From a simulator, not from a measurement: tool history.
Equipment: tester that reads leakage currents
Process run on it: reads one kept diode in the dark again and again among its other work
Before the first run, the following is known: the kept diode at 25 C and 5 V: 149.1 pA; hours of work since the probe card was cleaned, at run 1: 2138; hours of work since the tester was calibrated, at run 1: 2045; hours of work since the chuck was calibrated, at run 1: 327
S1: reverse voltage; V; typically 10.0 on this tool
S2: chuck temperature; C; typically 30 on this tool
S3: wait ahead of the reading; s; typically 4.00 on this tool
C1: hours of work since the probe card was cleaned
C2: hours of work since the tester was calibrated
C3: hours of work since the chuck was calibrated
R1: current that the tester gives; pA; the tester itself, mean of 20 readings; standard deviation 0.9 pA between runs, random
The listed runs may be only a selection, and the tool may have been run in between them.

run 1 hour=0.0 | S1=10.0 S2=30 S3=4.00 | C1=2138 C2=2045 C3=327 | R1=331.94
run 2 hour=85.2 | S1=10.0 S2=30 S3=4.00 | C1=2202 C2=2109 C3=391 | R1=334.00
run 3 hour=183.7 | S1=10.0 S2=30 S3=4.00 | C1=2276 C2=2183 C3=465 | R1=339.06
-- hour=229.7 probe card cleaned and baked
run 4 hour=272.8 | S1=10.0 S2=30 S3=4.00 | C1=32 C2=2248 C3=530 | R1=325.50
run 5 hour=318.4 | S1=10.0 S2=30 S3=4.00 | C1=67 C2=2282 C3=564 | R1=324.28
run 6 hour=417.4 | S1=10.0 S2=30 S3=4.00 | C1=141 C2=2356 C3=638 | R1=327.13
-- hour=467.1 tester calibrated
run 7 hour=505.2 | S1=10.0 S2=30 S3=4.00 | C1=206 C2=29 C3=703 | R1=323.59
run 8 hour=597.7 | S1=10.0 S2=21 S3=4.00 | C1=275 C2=98 C3=772 | R1=138.08
-- hour=641.9 chuck's temperature calibrated
run 9 hour=681.4 | S1=10.0 S2=21 S3=4.00 | C1=337 C2=160 C3=30 | R1=127.66
run 10 hour=757.3 | S1=10.0 S2=40 S3=4.00 | C1=394 C2=217 C3=87 | R1=748.44
run 11 hour=810.8 | S1=10.0 S2=40 S3=4.00 | C1=434 C2=257 C3=127 | R1=756.22
run 12 hour=853.8 | S1=6.7 S2=30 S3=4.00 | C1=466 C2=289 C3=159 | R1=270.84
run 13 hour=943.0 | S1=10.0 S2=30 S3=5.48 | C1=533 C2=356 C3=226 | R1=309.55
run 14 hour=987.4 | S1=10.0 S2=30 S3=5.48 | C1=567 C2=390 C3=260 | R1=311.46
run 15 hour=1033.8 | S1=1.3 S2=30 S3=4.00 | C1=601 C2=425 C3=295 | R1=164.24
run 16 hour=1085.5 | S1=1.3 S2=30 S3=4.00 | C1=640 C2=463 C3=334 | R1=164.92
run 17 hour=1130.2 | S1=1.3 S2=30 S3=4.00 | C1=674 C2=497 C3=367 | R1=166.63
run 18 hour=1227.6 | S1=3.6 S2=20 S3=0.58 | C1=747 C2=570 C3=440 | R1=90.17
run 19 hour=1307.7 | S1=1.6 S2=29 S3=4.00 | C1=807 C2=631 C3=501 | R1=165.54
run 20 hour=1398.5 | S1=8.8 S2=31 S3=4.00 | C1=876 C2=699 C3=569 | R1=342.41
run 21 hour=1473.4 | S1=8.8 S2=31 S3=4.00 | C1=932 C2=755 C3=625 | R1=343.97
run 22 hour=1530.3 | S1=16.2 S2=31 S3=4.00 | C1=975 C2=798 C3=668 | R1=424.05
run 23 hour=1599.4 | S1=8.7 S2=30 S3=4.00 | C1=1027 C2=850 C3=720 | R1=317.68
run 24 hour=1659.9 | S1=6.9 S2=46 S3=4.00 | C1=1072 C2=895 C3=765 | R1=1207.61
-- hour=1714.8 chuck's temperature calibrated
run 25 hour=1728.6 | S1=6.9 S2=46 S3=4.00 | C1=1122 C2=945 C3=10 | R1=1131.40
run 26 hour=1789.7 | S1=6.9 S2=46 S3=4.00 | C1=1168 C2=991 C3=56 | R1=1134.65
run 27 hour=1853.4 | S1=10.0 S2=30 S3=3.04 | C1=1216 C2=1039 C3=104 | R1=313.79
run 28 hour=1926.6 | S1=10.0 S2=30 S3=3.04 | C1=1271 C2=1094 C3=159 | R1=316.64
run 29 hour=2009.5 | S1=10.0 S2=30 S3=3.04 | C1=1334 C2=1157 C3=222 | R1=318.37
run 30 hour=2079.1 | S1=10.0 S2=30 S3=3.04 | C1=1386 C2=1209 C3=274 | R1=322.90
run 31 hour=2150.4 | S1=10.0 S2=26 S3=0.88 | C1=1439 C2=1263 C3=327 | R1=227.02

For some of the steps in R1 from one run to the next: how much would appear even if the tool had no hidden state, given the settings, what came in and random variation, and how much remains for the hidden state plus any gauge scatter that the measured result and the result without hidden state don't share?
Unlogged tool condition in this case: stray current of the dirty probe card, pA a volt; current scale over the true one, %; true chuck temperature over the reading, C; drift of the gauge itself on leakage_pa, %.
Run 9 -> 10: S2 21 -> 40. R1 +620.78 pA: hidden state +4.56, all else +616.22.
Run 19 -> 20: S1 1.6 -> 8.8, S2 29 -> 31. R1 +176.87 pA: hidden state +16.28, all else +160.59.
Run 23 -> 24: S1 8.7 -> 6.9, S2 30 -> 46. R1 +889.93 pA: hidden state +62.27, all else +827.66.
Run 24 -> 25: chuck's temperature calibrated. R1 -76.21 pA: hidden state -81.70, all else +5.49.
Run 26 -> 27: S1 6.9 -> 10.0, S2 46 -> 30, S3 4.00 -> 3.04. R1 -820.86 pA: hidden state -2.07, all else -818.79.
